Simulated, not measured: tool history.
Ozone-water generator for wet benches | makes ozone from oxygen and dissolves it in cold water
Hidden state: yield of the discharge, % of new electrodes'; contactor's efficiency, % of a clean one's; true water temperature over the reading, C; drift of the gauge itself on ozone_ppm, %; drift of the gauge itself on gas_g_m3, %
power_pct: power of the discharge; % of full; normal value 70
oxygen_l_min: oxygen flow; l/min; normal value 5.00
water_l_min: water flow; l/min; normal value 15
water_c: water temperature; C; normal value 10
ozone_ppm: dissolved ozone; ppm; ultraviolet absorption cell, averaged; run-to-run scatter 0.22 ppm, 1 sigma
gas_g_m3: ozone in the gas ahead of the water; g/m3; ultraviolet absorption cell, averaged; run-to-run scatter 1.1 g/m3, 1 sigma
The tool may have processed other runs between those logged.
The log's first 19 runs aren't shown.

run,day,power_pct,oxygen_l_min,water_l_min,water_c,hours of work since the electrodes were changed,hours of work since the contactor was cleaned,hours of work since the thermometer was calibrated,ozone_ppm,gas_g_m3
20,24.592,70,5.00,18,10,962,110,2060,26.8,197.7
21,26.112,48,7.25,15,10,996,145,2094,24.1,126.6
22,27.604,48,7.25,15,10,1029,178,2127,24.0,126.5
23,28.608,70,5.00,15,7,1052,201,2150,32.3,196.5
24,29.829,70,5.28,15,10,1079,228,2177,31.0,190.8
25,30.854,84,5.00,9,10,1102,251,2200,48.6,218.7
26,32.246,76,5.84,21,6,1133,282,2231,26.1,188.0
27,33.238,76,5.84,21,6,1156,305,2254,26.1,188.0
28,34.517,76,5.84,14,6,1184,333,2282,36.3,191.8
29,35.517,81,5.00,15,8,1207,356,2305,35.0,215.7
30,36.767,81,5.00,15,8,1235,384,2333,35.1,213.5
31,37.946,81,5.00,15,8,1261,410,2359,34.8,214.5
32,39.125,49,5.00,10,10,1288,437,2386,33.1,159.5

Below are 4 alternative next runs, each starting from the tool's condition after run 32. Predict each:
A,40.946,75,6.00,15,9,1329,478,2427,?,?
B,40.946,50,5.95,13,10,1329,478,2427,?,?
C,40.946,44,5.00,17,10,1329,478,2427,?,?
D,40.946,86,8.63,15,11,1329,478,2427,?,?

run,ozone_ppm,gas_g_m3
A,32.4,184.6
B,27.8,145.7
C,21.2,150.2
D,32.3,159.8
Without the tool's hidden state the same runs would have given:
run,ozone_ppm,gas_g_m3
A,33.7,190.3
B,28.7,149.2
C,21.8,153.4
D,33.6,165.2
